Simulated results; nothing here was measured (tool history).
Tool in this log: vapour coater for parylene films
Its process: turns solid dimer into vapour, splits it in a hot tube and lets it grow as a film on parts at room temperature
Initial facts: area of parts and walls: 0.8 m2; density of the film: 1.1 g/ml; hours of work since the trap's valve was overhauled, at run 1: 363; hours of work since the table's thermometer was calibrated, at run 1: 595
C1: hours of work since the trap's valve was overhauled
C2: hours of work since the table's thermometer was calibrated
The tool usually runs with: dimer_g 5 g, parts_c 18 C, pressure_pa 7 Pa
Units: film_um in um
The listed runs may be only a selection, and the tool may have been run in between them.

Run 1, hour 0: usual settings; C1 363; C2 595. Result: film_um 3.59 um.
Run 2, hour 19.6: usual settings; C1 375; C2 607. Result: film_um 3.59 um.
Run 3, hour 34.7: usual settings; C1 385; C2 617. Result: film_um 3.61 um.
Run 4, hour 46.2: usual settings; C1 392; C2 624. Result: film_um 3.61 um.
Run 5, hour 68.9: usual settings but pressure_pa 4.88 Pa; C1 406; C2 638. Result: film_um 3.82 um.
Run 6, hour 90.7: usual settings but pressure_pa 4.88 Pa; C1 420; C2 652. Result: film_um 3.9 um.
Run 7, hour 104: usual settings but pressure_pa 4.88 Pa; C1 428; C2 660. Result: film_um 3.89 um.
Run 8, hour 125.6: usual settings but pressure_pa 4.88 Pa; C1 441; C2 673. Result: film_um 3.78 um.
Run 9, hour 141.8: usual settings but pressure_pa 4.88 Pa; C1 452; C2 683. Result: film_um 3.87 um.
Run 10, hour 160.9: usual settings but pressure_pa 4.88 Pa; C1 463; C2 695. Result: film_um 3.84 um.
Run 11, hour 176.6: usual settings but pressure_pa 4.88 Pa; C1 473; C2 705. Result: film_um 3.85 um.
Run 12, hour 191.8: usual settings but pressure_pa 4.88 Pa; C1 483; C2 715. Result: film_um 3.8 um.
Run 13, hour 211: usual settings but pressure_pa 4.88 Pa; C1 495; C2 727. Result: film_um 3.8 um.
Run 14, hour 222.9: usual settings but dimer_g 9 g, parts_c 19 C, pressure_pa 4.88 Pa; C1 502; C2 734. Result: film_um 6.75 um.

Estimate the outcome of run 15 from the log above:
Run 15, hour 237.3: usual settings but dimer_g 4 g, parts_c 17 C, pressure_pa 3.21 Pa; C1 511; C2 743. Result: film_um ?.

film_um: 3.36 um
If the tool had no hidden condition, the same run with the same run-to-run variation would have returned film_um 3.38 um.
